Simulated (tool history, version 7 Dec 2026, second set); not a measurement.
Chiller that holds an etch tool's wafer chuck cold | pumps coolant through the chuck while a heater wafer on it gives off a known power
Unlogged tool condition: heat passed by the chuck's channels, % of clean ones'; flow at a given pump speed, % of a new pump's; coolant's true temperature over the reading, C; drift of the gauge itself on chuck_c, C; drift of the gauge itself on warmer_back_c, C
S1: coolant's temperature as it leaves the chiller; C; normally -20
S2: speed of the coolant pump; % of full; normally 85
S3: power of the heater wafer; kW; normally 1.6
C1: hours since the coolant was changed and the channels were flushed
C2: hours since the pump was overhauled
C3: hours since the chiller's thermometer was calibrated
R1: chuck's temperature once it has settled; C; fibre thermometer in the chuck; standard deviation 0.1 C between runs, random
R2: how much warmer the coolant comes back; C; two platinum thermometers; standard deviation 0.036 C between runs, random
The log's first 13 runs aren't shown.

{"run": 14, "day": 11.05, "S1": -20, "S2": 85, "S3": 1.6, "C1": 2382, "C2": 1218, "C3": 910, "R1": -2.6, "R2": 6.27}
{"run": 15, "day": 12.304, "S1": -20, "S2": 85, "S3": 1.6, "C1": 2412, "C2": 1248, "C3": 940, "R1": -2.6, "R2": 6.27}
{"run": 16, "day": 13.017, "S1": -20, "S2": 85, "S3": 1.6, "C1": 2430, "C2": 1265, "C3": 957, "R1": -2.5, "R2": 6.19}
{"run": 17, "day": 13.758, "S1": -21, "S2": 85, "S3": 1.6, "C1": 2447, "C2": 1283, "C3": 975, "R1": -3.6, "R2": 6.25}
{"run": 18, "day": 14.588, "S1": -28, "S2": 68, "S3": 1.6, "C1": 2467, "C2": 1303, "C3": 994, "R1": -7.1, "R2": 7.75}
{"run": 19, "day": 15.412, "S1": -28, "S2": 68, "S3": 1.6, "C1": 2487, "C2": 1323, "C3": 1014, "R1": -7.2, "R2": 7.74}
{"run": 20, "day": 16.0, "S1": -28, "S2": 68, "S3": 1.6, "C1": 2501, "C2": 1337, "C3": 1028, "R1": -7.1, "R2": 7.79}
{"run": 21, "day": 17.042, "S1": -29, "S2": 62, "S3": 1.181, "C1": 2526, "C2": 1362, "C3": 1053, "R1": -12.5, "R2": 6.21}
{"run": 22, "day": 17.904, "S1": -24, "S2": 66, "S3": 0.839, "C1": 2547, "C2": 1383, "C3": 1074, "R1": -12.9, "R2": 4.09}
{"run": 23, "day": 19.0, "S1": -24, "S2": 66, "S3": 0.839, "C1": 2573, "C2": 1409, "C3": 1100, "R1": -13, "R2": 4}
{"run": 24, "day": 19.542, "S1": -24, "S2": 66, "S3": 0.839, "C1": 2586, "C2": 1422, "C3": 1113, "R1": -12.9, "R2": 4.02}
{"run": 25, "day": 20.104, "S1": -10, "S2": 75, "S3": 1.709, "C1": 2600, "C2": 1436, "C3": 1127, "R1": 10.7, "R2": 7.41}
{"run": 26, "day": 21.338, "S1": -10, "S2": 75, "S3": 1.709, "C1": 2629, "C2": 1465, "C3": 1157, "R1": 10.5, "R2": 7.39}
{"run": 27, "day": 22.483, "S1": -11, "S2": 75, "S3": 1.931, "C1": 2657, "C2": 1493, "C3": 1184, "R1": 12.3, "R2": 8.43}
{"run": 28, "day": 23.012, "S1": -20, "S2": 85, "S3": 2.355, "C1": 2669, "C2": 1505, "C3": 1197, "R1": 5.7, "R2": 9.2}
{"run": 29, "day": 24.038, "S1": -11, "S2": 88, "S3": 2.379, "C1": 2694, "C2": 1530, "C3": 1221, "R1": 14.3, "R2": 8.83}
{"run": 30, "day": 25.321, "S1": -19, "S2": 97, "S3": 2.379, "C1": 2725, "C2": 1561, "C3": 1252, "R1": 4.5, "R2": 8}
{"run": 31, "day": 25.879, "S1": -16, "S2": 85, "S3": 1.6, "C1": 2738, "C2": 1574, "C3": 1266, "R1": 1.7, "R2": 6.07}

4 options for the next run, each taken on its own from the tool as it stands now. Forecast them:
{"run": "A", "day": 26.779, "S1": -20, "S2": 81, "S3": 1.6, "C1": 2760, "C2": 1596, "C3": 1287, "R1": "?", "R2": "?"}
{"run": "B", "day": 26.779, "S1": -16, "S2": 85, "S3": 0.992, "C1": 2760, "C2": 1596, "C3": 1287, "R1": "?", "R2": "?"}
{"run": "C", "day": 26.779, "S1": -17, "S2": 89, "S3": 1.948, "C1": 2760, "C2": 1596, "C3": 1287, "R1": "?", "R2": "?"}
{"run": "D", "day": 26.779, "S1": -19, "S2": 62, "S3": 0.902, "C1": 2760, "C2": 1596, "C3": 1287, "R1": "?", "R2": "?"}

run=A R1=-1.9 R2=6.31
run=B R1=-5.1 R2=3.53
run=C R1=3.5 R2=7.01
run=D R1=-6.5 R2=4.5
Without the tool's hidden state the same runs would have given:
run=A R1=-1.9 R2=6.73
run=B R1=-5.1 R2=3.94
run=C R1=3.4 R2=7.42
run=D R1=-6.5 R2=4.92

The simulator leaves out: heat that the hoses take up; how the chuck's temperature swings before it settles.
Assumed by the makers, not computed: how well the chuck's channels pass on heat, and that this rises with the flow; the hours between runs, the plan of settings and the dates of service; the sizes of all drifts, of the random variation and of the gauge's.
